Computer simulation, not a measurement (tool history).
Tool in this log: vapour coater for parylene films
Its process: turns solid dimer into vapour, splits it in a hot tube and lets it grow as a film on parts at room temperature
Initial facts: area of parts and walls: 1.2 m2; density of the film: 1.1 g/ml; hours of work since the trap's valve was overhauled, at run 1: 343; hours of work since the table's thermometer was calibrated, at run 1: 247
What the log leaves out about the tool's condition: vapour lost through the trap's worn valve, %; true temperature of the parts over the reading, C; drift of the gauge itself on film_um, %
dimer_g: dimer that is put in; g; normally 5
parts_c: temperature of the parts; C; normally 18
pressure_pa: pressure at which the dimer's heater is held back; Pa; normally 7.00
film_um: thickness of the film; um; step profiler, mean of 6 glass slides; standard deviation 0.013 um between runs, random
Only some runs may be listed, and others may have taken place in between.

run,hour,dimer_g,parts_c,pressure_pa,hours of work since the trap's valve was overhauled,hours of work since the table's thermometer was calibrated,film_um
1,0.0,5,18,7.00,343,247,2.54
2,18.9,5,18,7.00,356,260,2.55
3,37.0,5,18,7.00,368,272,2.54
4,48.6,8,18,7.00,376,280,4.06
# hour 61.1: trap's valve overhauled
5,67.1,8,18,7.00,4,290,4.26
6,85.4,5,18,7.00,17,302,2.68
7,98.7,5,18,7.00,26,311,2.65
8,111.4,5,18,7.00,34,320,2.64
9,124.2,5,18,7.00,43,329,2.63
10,135.1,5,18,7.00,50,336,2.64
11,153.8,5,18,7.00,63,349,2.65
12,173.1,5,18,7.00,76,362,2.62
13,185.8,5,18,3.56,85,371,3.09
14,201.5,5,18,7.00,96,381,2.60
15,221.1,5,18,7.62,109,395,2.56
16,236.2,5,28,7.62,119,405,2.11
17,247.2,5,28,7.62,127,412,2.09
18,262.5,5,28,7.62,137,423,2.09
19,274.4,5,28,7.62,145,431,2.09
20,293.2,5,21,7.62,158,444,2.41
21,311.5,5,21,7.62,170,456,2.39
22,330.2,3,19,2.27,183,469,1.99
23,343.6,3,28,8.55,192,478,1.22
24,358.3,5,19,8.60,202,488,2.39
25,369.4,5,19,8.60,210,496,2.42
26,377.9,5,18,5.07,216,501,2.77
27,397.6,5,18,5.07,229,515,2.75
28,412.0,5,18,5.54,239,525,2.71
29,421.4,5,18,5.54,245,531,2.71
30,430.1,5,18,8.00,251,537,2.46
31,446.8,4,18,2.48,263,548,2.61
32,462.3,4,21,5.76,273,559,2.00
33,476.3,5,24,2.21,283,568,2.96
34,487.9,2,24,2.21,290,576,1.19
35,505.0,2,24,2.21,302,588,1.19
36,517.7,2,24,2.21,311,597,1.19
37,536.9,3,24,6.96,324,610,1.37
38,551.4,5,12,3.57,334,619,3.35
39,561.0,4,28,7.00,340,626,1.66
40,575.0,3,20,11.21,350,636,1.28
41,594.1,3,20,11.21,363,649,1.30

3 ways to go on from here, each from the tool as it stands after run 41. What would each give?
A,612.5,7,11,11.21,375,661,?
B,612.5,8,14,11.21,375,661,?
C,612.5,4,20,4.16,375,661,?

run,film_um
A,3.61
B,3.88
C,2.17
What these runs would have given with no unlogged condition in the tool:
run,film_um
A,3.87
B,4.16
C,2.32
